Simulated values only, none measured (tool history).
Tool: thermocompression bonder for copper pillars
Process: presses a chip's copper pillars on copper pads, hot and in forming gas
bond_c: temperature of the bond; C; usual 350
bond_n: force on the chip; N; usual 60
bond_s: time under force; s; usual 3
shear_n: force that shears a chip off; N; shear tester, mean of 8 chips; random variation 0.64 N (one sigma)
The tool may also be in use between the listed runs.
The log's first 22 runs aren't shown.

run	hour	bond_c	bond_n	bond_s	shear_n
23	470.0	322	39	2	30.4
24	483.3	335	36	3	37.9
25	509.3	326	60	3	57.0
26	522.1	330	60	3	58.8
27	548.0	334	42	2	37.0
28	576.9	347	74	3	74.6
29	589.6	374	63	3	79.6
30	610.3	374	56	3	73.7
31	627.3	378	56	4	79.5
32	654.2	378	56	4	79.0
33	683.3	369	77	2	78.1
# hour 702.8: forming gas filter changed
34	708.1	379	38	3	58.7
# hour 715.0: heater calibrated with a thermocouple chip
35	727.4	379	38	3	59.7

Forecast each of these 5 alternatives for the next run:
A	757.2	354	60	2	?
B	757.2	379	87	4	?
C	757.2	321	37	2	?
D	757.2	356	65	5	?
E	757.2	322	68	3	?

run	shear_n
A	61.1
B	92.1
C	28.1
D	81.3
E	60.3
Without the tool's hidden state the same runs would have given:
run	shear_n
A	61.3
B	92.2
C	28.2
D	81.5
E	60.5
